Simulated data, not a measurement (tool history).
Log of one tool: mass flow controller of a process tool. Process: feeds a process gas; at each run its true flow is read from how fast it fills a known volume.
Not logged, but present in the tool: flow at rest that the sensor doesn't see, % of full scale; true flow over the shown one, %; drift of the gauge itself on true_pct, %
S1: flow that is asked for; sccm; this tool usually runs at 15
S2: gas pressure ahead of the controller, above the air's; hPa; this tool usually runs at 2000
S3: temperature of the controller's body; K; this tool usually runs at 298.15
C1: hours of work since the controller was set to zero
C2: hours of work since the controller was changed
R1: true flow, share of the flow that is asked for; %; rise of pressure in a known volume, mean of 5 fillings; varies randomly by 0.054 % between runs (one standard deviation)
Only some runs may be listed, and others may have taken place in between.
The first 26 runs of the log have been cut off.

run,hour,S1,S2,S3,C1,C2,R1
27,6490.2,42,2390,298.15,1567,8254,101.22
28,6733.9,42,2390,298.15,1665,8351,101.17
29,6951.1,42,2390,298.15,1752,8439,101.33
30,7151.7,19,2000,298.15,1833,8519,101.25
31,7351.3,19,1910,304.15,1913,8599,101.15
32,7601.8,15,1680,298.15,2013,8700,101.61
33,7854.1,15,1680,298.15,2115,8801,101.60
34,8113.5,15,2060,310.15,2219,8905,101.06
35,8488.6,15,2060,310.15,2369,9056,101.17
36,8667.6,15,2440,310.15,2441,9127,101.00
37,8827.8,5,1710,295.15,2505,9192,101.63
38,9182.5,13,2000,307.15,2648,9334,101.46
39,9389.5,19,2400,301.15,2731,9417,101.48
40,9564.1,22,2760,308.15,2801,9487,101.08
41,9884.7,22,2760,308.15,2930,9616,101.23
42,10065.2,28,1540,300.15,3002,9688,102.38
43,10359.0,28,1540,300.15,3120,9806,102.31
# hour 10580.2: gauge calibrated
44,10658.7,49,2000,301.15,3240,9927,100.02

Here are 5 independent what-if runs from the current tool condition. What would each one return?
A,10877.6,9,2000,301.15,3328,10015,?
B,10877.6,42,1820,304.15,3328,10015,?
C,10877.6,8,2000,299.15,3328,10015,?
D,10877.6,21,2100,312.15,3328,10015,?
E,10877.6,6,2000,305.15,3328,10015,?

run,R1
A,99.51
B,99.95
C,99.51
D,99.28
E,99.27
The same runs, with their run-to-run variation unchanged, on a tool lacking any hidden condition would have given:
run,R1
A,99.44
B,99.87
C,99.44
D,99.20
E,99.20
